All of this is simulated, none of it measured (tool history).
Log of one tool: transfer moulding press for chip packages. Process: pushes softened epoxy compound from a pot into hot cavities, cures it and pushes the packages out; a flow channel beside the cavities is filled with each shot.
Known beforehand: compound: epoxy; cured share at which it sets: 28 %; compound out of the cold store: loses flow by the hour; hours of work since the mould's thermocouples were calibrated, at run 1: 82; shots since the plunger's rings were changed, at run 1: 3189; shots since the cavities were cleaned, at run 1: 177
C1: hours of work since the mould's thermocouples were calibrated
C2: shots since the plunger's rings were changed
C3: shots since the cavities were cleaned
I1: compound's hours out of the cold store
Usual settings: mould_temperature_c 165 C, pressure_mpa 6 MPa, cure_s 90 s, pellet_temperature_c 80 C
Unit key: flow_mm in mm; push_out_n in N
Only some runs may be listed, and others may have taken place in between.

{"run": 1, "hour": 0.0, "mould_temperature_c": 165, "pressure_mpa": 6, "cure_s": 90, "pellet_temperature_c": 80, "C1": 82, "C2": 3189, "C3": 177, "I1": 47.4, "flow_mm": 468, "push_out_n": 356}
{"run": 2, "hour": 34.3, "mould_temperature_c": 165, "pressure_mpa": 6, "cure_s": 90, "pellet_temperature_c": 80, "C1": 109, "C2": 3699, "C3": 687, "I1": 25.1, "flow_mm": 505, "push_out_n": 479}
{"hour": 52.8, "done": "cavities cleaned with cleaning compound and waxed"}
{"hour": 63.7, "done": "plunger's sealing rings changed"}
{"run": 3, "hour": 71.0, "mould_temperature_c": 165, "pressure_mpa": 6, "cure_s": 90, "pellet_temperature_c": 80, "C1": 134, "C2": 108, "C3": 233, "I1": 13.6, "flow_mm": 569, "push_out_n": 576}
{"hour": 119.6, "done": "cavities cleaned with cleaning compound and waxed"}
{"run": 4, "hour": 120.0, "mould_temperature_c": 165, "pressure_mpa": 6, "cure_s": 90, "pellet_temperature_c": 80, "C1": 171, "C2": 815, "C3": 5, "I1": 11.5, "flow_mm": 573, "push_out_n": 283}
{"run": 5, "hour": 167.8, "mould_temperature_c": 165, "pressure_mpa": 7.11, "cure_s": 90, "pellet_temperature_c": 80, "C1": 208, "C2": 1528, "C3": 718, "I1": 18.9, "flow_mm": 594, "push_out_n": 464}
{"hour": 185.9, "done": "cavities cleaned with cleaning compound and waxed"}
{"run": 6, "hour": 211.2, "mould_temperature_c": 165, "pressure_mpa": 7.11, "cure_s": 90, "pellet_temperature_c": 80, "C1": 241, "C2": 2151, "C3": 377, "I1": 24.3, "flow_mm": 575, "push_out_n": 414}
{"hour": 219.0, "done": "cavities cleaned with cleaning compound and waxed, once more"}
{"run": 7, "hour": 237.9, "mould_temperature_c": 165, "pressure_mpa": 5.84, "cure_s": 90, "pellet_temperature_c": 80, "C1": 261, "C2": 2527, "C3": 282, "I1": 24.7, "flow_mm": 521, "push_out_n": 397}
{"run": 8, "hour": 269.6, "mould_temperature_c": 165, "pressure_mpa": 5.84, "cure_s": 90, "pellet_temperature_c": 80, "C1": 285, "C2": 2999, "C3": 754, "I1": 46.1, "flow_mm": 469, "push_out_n": 481}
{"hour": 283.4, "done": "cavities cleaned with cleaning compound and waxed"}
{"run": 9, "hour": 303.6, "mould_temperature_c": 165, "pressure_mpa": 5.84, "cure_s": 90, "pellet_temperature_c": 80, "C1": 311, "C2": 3482, "C3": 301, "I1": 40.5, "flow_mm": 471, "push_out_n": 374}
{"run": 10, "hour": 336.4, "mould_temperature_c": 165, "pressure_mpa": 6, "cure_s": 90, "pellet_temperature_c": 80, "C1": 336, "C2": 3971, "C3": 790, "I1": 18.1, "flow_mm": 527, "push_out_n": 481}
{"hour": 345.1, "done": "plunger's sealing rings changed"}
{"hour": 352.0, "done": "cavities cleaned with cleaning compound and waxed"}
{"run": 11, "hour": 385.1, "mould_temperature_c": 165, "pressure_mpa": 6, "cure_s": 90, "pellet_temperature_c": 80, "C1": 371, "C2": 574, "C3": 493, "I1": 26.7, "flow_mm": 538, "push_out_n": 441}
{"hour": 416.6, "done": "cavities cleaned with cleaning compound and waxed"}
{"run": 12, "hour": 429.5, "mould_temperature_c": 165, "pressure_mpa": 6, "cure_s": 90, "pellet_temperature_c": 80, "C1": 404, "C2": 1212, "C3": 190, "I1": 26.6, "flow_mm": 531, "push_out_n": 356}
{"run": 13, "hour": 455.6, "mould_temperature_c": 172, "pressure_mpa": 6, "cure_s": 90, "pellet_temperature_c": 80, "C1": 425, "C2": 1601, "C3": 579, "I1": 17, "flow_mm": 536, "push_out_n": 412}
{"hour": 483.1, "done": "cavities cleaned with cleaning compound and waxed"}
{"run": 14, "hour": 483.7, "mould_temperature_c": 172, "pressure_mpa": 6, "cure_s": 90, "pellet_temperature_c": 80, "C1": 445, "C2": 1998, "C3": 9, "I1": 10.8, "flow_mm": 546, "push_out_n": 260}
{"run": 15, "hour": 529.8, "mould_temperature_c": 167, "pressure_mpa": 6, "cure_s": 89, "pellet_temperature_c": 88, "C1": 481, "C2": 2684, "C3": 695, "I1": 45.7, "flow_mm": 474, "push_out_n": 458}
{"hour": 549.0, "done": "cavities cleaned with cleaning compound and waxed"}
{"run": 16, "hour": 578.0, "mould_temperature_c": 167, "pressure_mpa": 6, "cure_s": 89, "pellet_temperature_c": 88, "C1": 518, "C2": 3379, "C3": 432, "I1": 10.2, "flow_mm": 536, "push_out_n": 415}
{"hour": 614.0, "done": "cavities cleaned with cleaning compound and waxed"}
{"run": 17, "hour": 618.0, "mould_temperature_c": 165, "pressure_mpa": 6, "cure_s": 73, "pellet_temperature_c": 80, "C1": 548, "C2": 3953, "C3": 59, "I1": 9.8, "flow_mm": 535, "push_out_n": 429}
{"hour": 628.7, "done": "plunger's sealing rings changed"}
{"hour": 656.5, "done": "mould's thermocouples calibrated"}
{"run": 18, "hour": 662.2, "mould_temperature_c": 165, "pressure_mpa": 6, "cure_s": 73, "pellet_temperature_c": 80, "C1": 4, "C2": 469, "C3": 650, "I1": 38, "flow_mm": 516, "push_out_n": 647}
{"hour": 686.2, "done": "cavities cleaned with cleaning compound and waxed"}
{"run": 19, "hour": 702.9, "mould_temperature_c": 165, "pressure_mpa": 6, "cure_s": 73, "pellet_temperature_c": 80, "C1": 35, "C2": 1052, "C3": 248, "I1": 27.3, "flow_mm": 532, "push_out_n": 516}
{"run": 20, "hour": 722.6, "mould_temperature_c": 170, "pressure_mpa": 6.48, "cure_s": 94, "pellet_temperature_c": 78, "C1": 50, "C2": 1346, "C3": 542, "I1": 9.9, "flow_mm": 573, "push_out_n": 412}
{"hour": 751.8, "done": "cavities cleaned with cleaning compound and waxed"}
{"run": 21, "hour": 765.4, "mould_temperature_c": 165, "pressure_mpa": 6.91, "cure_s": 125, "pellet_temperature_c": 80, "C1": 82, "C2": 1961, "C3": 203, "I1": 42, "flow_mm": 528, "push_out_n": 326}
{"run": 22, "hour": 807.8, "mould_temperature_c": 165, "pressure_mpa": 6.91, "cure_s": 125, "pellet_temperature_c": 80, "C1": 115, "C2": 2592, "C3": 834, "I1": 29.3, "flow_mm": 555, "push_out_n": 432}
{"hour": 816.3, "done": "cavities cleaned with cleaning compound and waxed"}
{"run": 23, "hour": 846.5, "mould_temperature_c": 166, "pressure_mpa": 5.81, "cure_s": 125, "pellet_temperature_c": 86, "C1": 144, "C2": 3147, "C3": 450, "I1": 9.9, "flow_mm": 533, "push_out_n": 380}
{"hour": 881.5, "done": "cavities cleaned with cleaning compound and waxed"}
{"run": 24, "hour": 886.9, "mould_temperature_c": 166, "pressure_mpa": 5.81, "cure_s": 125, "pellet_temperature_c": 86, "C1": 175, "C2": 3726, "C3": 80, "I1": 34.5, "flow_mm": 475, "push_out_n": 280}
{"hour": 914.0, "done": "plunger's sealing rings changed"}
{"run": 25, "hour": 936.0, "mould_temperature_c": 166, "pressure_mpa": 5.81, "cure_s": 125, "pellet_temperature_c": 86, "C1": 211, "C2": 327, "C3": 773, "I1": 27.7, "flow_mm": 532, "push_out_n": 433}
{"hour": 948.5, "done": "cavities cleaned with cleaning compound and waxed"}
{"run": 26, "hour": 965.1, "mould_temperature_c": 162, "pressure_mpa": 6.38, "cure_s": 96, "pellet_temperature_c": 80, "C1": 232, "C2": 738, "C3": 247, "I1": 9.4, "flow_mm": 601, "push_out_n": 393}
{"run": 27, "hour": 1005.7, "mould_temperature_c": 162, "pressure_mpa": 5.79, "cure_s": 96, "pellet_temperature_c": 80, "C1": 264, "C2": 1343, "C3": 852, "I1": 17.7, "flow_mm": 547, "push_out_n": 510}
{"hour": 1013.6, "done": "cavities cleaned with cleaning compound and waxed"}
{"run": 28, "hour": 1041.5, "mould_temperature_c": 162, "pressure_mpa": 5.79, "cure_s": 96, "pellet_temperature_c": 80, "C1": 291, "C2": 1854, "C3": 415, "I1": 24.2, "flow_mm": 527, "push_out_n": 440}

Here are 3 independent what-if runs from the current tool condition. What would each one return?
{"hour": 1078.2, "done": "cavities cleaned with cleaning compound and waxed"}
{"run": "A", "hour": 1085.1, "mould_temperature_c": 160, "pressure_mpa": 5.79, "cure_s": 96, "pellet_temperature_c": 74, "C1": 324, "C2": 2480, "C3": 103, "I1": 37, "flow_mm": "?", "push_out_n": "?"}
{"hour": 1078.2, "done": "cavities cleaned with cleaning compound and waxed"}
{"run": "B", "hour": 1085.1, "mould_temperature_c": 162, "pressure_mpa": 4.58, "cure_s": 93, "pellet_temperature_c": 80, "C1": 324, "C2": 2480, "C3": 103, "I1": 20, "flow_mm": "?", "push_out_n": "?"}
{"hour": 1078.2, "done": "cavities cleaned with cleaning compound and waxed"}
{"run": "C", "hour": 1085.1, "mould_temperature_c": 162, "pressure_mpa": 5.79, "cure_s": 92, "pellet_temperature_c": 72, "C1": 324, "C2": 2480, "C3": 103, "I1": 39, "flow_mm": "?", "push_out_n": "?"}

run=A flow_mm=501 push_out_n=359
run=B flow_mm=469 push_out_n=343
run=C flow_mm=496 push_out_n=346
The same runs, with their run-to-run variation unchanged, on a tool lacking any hidden condition would have given:
run=A flow_mm=529 push_out_n=312
run=B flow_mm=495 push_out_n=298
run=C flow_mm=523 push_out_n=300
